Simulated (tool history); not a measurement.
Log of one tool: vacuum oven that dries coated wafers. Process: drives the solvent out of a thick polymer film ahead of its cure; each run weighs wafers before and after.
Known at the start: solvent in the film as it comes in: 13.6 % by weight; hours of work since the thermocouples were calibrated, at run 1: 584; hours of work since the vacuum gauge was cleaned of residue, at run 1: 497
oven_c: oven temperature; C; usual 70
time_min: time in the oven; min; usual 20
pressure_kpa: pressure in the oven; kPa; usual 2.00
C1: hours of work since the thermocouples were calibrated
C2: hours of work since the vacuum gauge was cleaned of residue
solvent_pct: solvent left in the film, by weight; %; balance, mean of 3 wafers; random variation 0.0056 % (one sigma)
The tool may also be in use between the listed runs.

{"run": 1, "hour": 0.0, "oven_c": 70, "time_min": 20, "pressure_kpa": 2.0, "C1": 584, "C2": 497, "solvent_pct": 1.883}
{"run": 2, "hour": 14.3, "oven_c": 70, "time_min": 20, "pressure_kpa": 2.0, "C1": 591, "C2": 504, "solvent_pct": 1.884}
{"run": 3, "hour": 38.7, "oven_c": 70, "time_min": 20, "pressure_kpa": 2.73, "C1": 602, "C2": 515, "solvent_pct": 2.303}
{"run": 4, "hour": 56.0, "oven_c": 70, "time_min": 20, "pressure_kpa": 2.73, "C1": 610, "C2": 523, "solvent_pct": 2.293}
{"run": 5, "hour": 72.5, "oven_c": 68, "time_min": 20, "pressure_kpa": 2.0, "C1": 618, "C2": 531, "solvent_pct": 2.16}
{"run": 6, "hour": 86.6, "oven_c": 68, "time_min": 20, "pressure_kpa": 2.0, "C1": 624, "C2": 537, "solvent_pct": 2.164}
{"run": 7, "hour": 114.3, "oven_c": 70, "time_min": 20, "pressure_kpa": 2.95, "C1": 637, "C2": 550, "solvent_pct": 2.431}
{"run": 8, "hour": 126.0, "oven_c": 70, "time_min": 20, "pressure_kpa": 2.95, "C1": 643, "C2": 556, "solvent_pct": 2.412}
{"run": 9, "hour": 152.2, "oven_c": 70, "time_min": 20, "pressure_kpa": 3.19, "C1": 655, "C2": 568, "solvent_pct": 2.552}
{"run": 10, "hour": 168.7, "oven_c": 78, "time_min": 20, "pressure_kpa": 2.0, "C1": 662, "C2": 575, "solvent_pct": 1.097}
{"run": 11, "hour": 182.8, "oven_c": 70, "time_min": 20, "pressure_kpa": 2.05, "C1": 669, "C2": 582, "solvent_pct": 1.909}
{"run": 12, "hour": 199.3, "oven_c": 70, "time_min": 20, "pressure_kpa": 2.0, "C1": 677, "C2": 590, "solvent_pct": 1.887}
{"run": 13, "hour": 211.5, "oven_c": 70, "time_min": 10, "pressure_kpa": 2.0, "C1": 682, "C2": 595, "solvent_pct": 3.746}
{"hour": 214.8, "done": "oven's thermocouples calibrated"}
{"run": 14, "hour": 235.4, "oven_c": 70, "time_min": 10, "pressure_kpa": 6.51, "C1": 10, "C2": 605, "solvent_pct": 5.854}
{"run": 15, "hour": 262.0, "oven_c": 70, "time_min": 10, "pressure_kpa": 6.51, "C1": 22, "C2": 618, "solvent_pct": 5.839}
{"hour": 279.1, "done": "oven's thermocouples calibrated, once more"}
{"run": 16, "hour": 285.1, "oven_c": 66, "time_min": 28, "pressure_kpa": 7.83, "C1": 3, "C2": 628, "solvent_pct": 6.164}
{"run": 17, "hour": 305.7, "oven_c": 81, "time_min": 27, "pressure_kpa": 1.1, "C1": 12, "C2": 637, "solvent_pct": 0.53}
{"run": 18, "hour": 322.0, "oven_c": 70, "time_min": 12, "pressure_kpa": 2.0, "C1": 20, "C2": 645, "solvent_pct": 3.344}
{"run": 19, "hour": 348.8, "oven_c": 60, "time_min": 12, "pressure_kpa": 1.13, "C1": 32, "C2": 657, "solvent_pct": 4.969}
{"run": 20, "hour": 361.3, "oven_c": 70, "time_min": 20, "pressure_kpa": 1.94, "C1": 38, "C2": 663, "solvent_pct": 1.985}
{"run": 21, "hour": 385.4, "oven_c": 70, "time_min": 10, "pressure_kpa": 4.15, "C1": 49, "C2": 674, "solvent_pct": 5.012}
{"run": 22, "hour": 409.3, "oven_c": 67, "time_min": 27, "pressure_kpa": 1.53, "C1": 60, "C2": 685, "solvent_pct": 1.641}
{"run": 23, "hour": 427.1, "oven_c": 67, "time_min": 27, "pressure_kpa": 1.53, "C1": 69, "C2": 694, "solvent_pct": 1.638}
{"run": 24, "hour": 439.0, "oven_c": 67, "time_min": 27, "pressure_kpa": 1.53, "C1": 74, "C2": 699, "solvent_pct": 1.639}
{"run": 25, "hour": 463.4, "oven_c": 63, "time_min": 14, "pressure_kpa": 6.76, "C1": 86, "C2": 710, "solvent_pct": 7.471}
{"run": 26, "hour": 475.3, "oven_c": 70, "time_min": 24, "pressure_kpa": 5.92, "C1": 91, "C2": 716, "solvent_pct": 4.109}
{"run": 27, "hour": 497.1, "oven_c": 56, "time_min": 36, "pressure_kpa": 1.74, "C1": 101, "C2": 726, "solvent_pct": 3.017}

Forecast each of these 5 alternatives for the next run:
{"run": "A", "hour": 523.7, "oven_c": 66, "time_min": 24, "pressure_kpa": 1.74, "C1": 114, "C2": 739, "solvent_pct": "?"}
{"run": "B", "hour": 523.7, "oven_c": 60, "time_min": 23, "pressure_kpa": 2.22, "C1": 114, "C2": 739, "solvent_pct": "?"}
{"run": "C", "hour": 523.7, "oven_c": 56, "time_min": 29, "pressure_kpa": 2.0, "C1": 114, "C2": 739, "solvent_pct": "?"}
{"run": "D", "hour": 523.7, "oven_c": 70, "time_min": 14, "pressure_kpa": 2.0, "C1": 114, "C2": 739, "solvent_pct": "?"}
{"run": "E", "hour": 523.7, "oven_c": 56, "time_min": 12, "pressure_kpa": 6.97, "C1": 114, "C2": 739, "solvent_pct": "?"}

run=A solvent_pct=2.108
run=B solvent_pct=3.656
run=C solvent_pct=3.760
run=D solvent_pct=2.876
run=E solvent_pct=10.167
Without the tool's hidden state the same runs would have given:
run=A solvent_pct=1.963
run=B solvent_pct=3.474
run=C solvent_pct=3.545
run=D solvent_pct=2.754
run=E solvent_pct=9.991
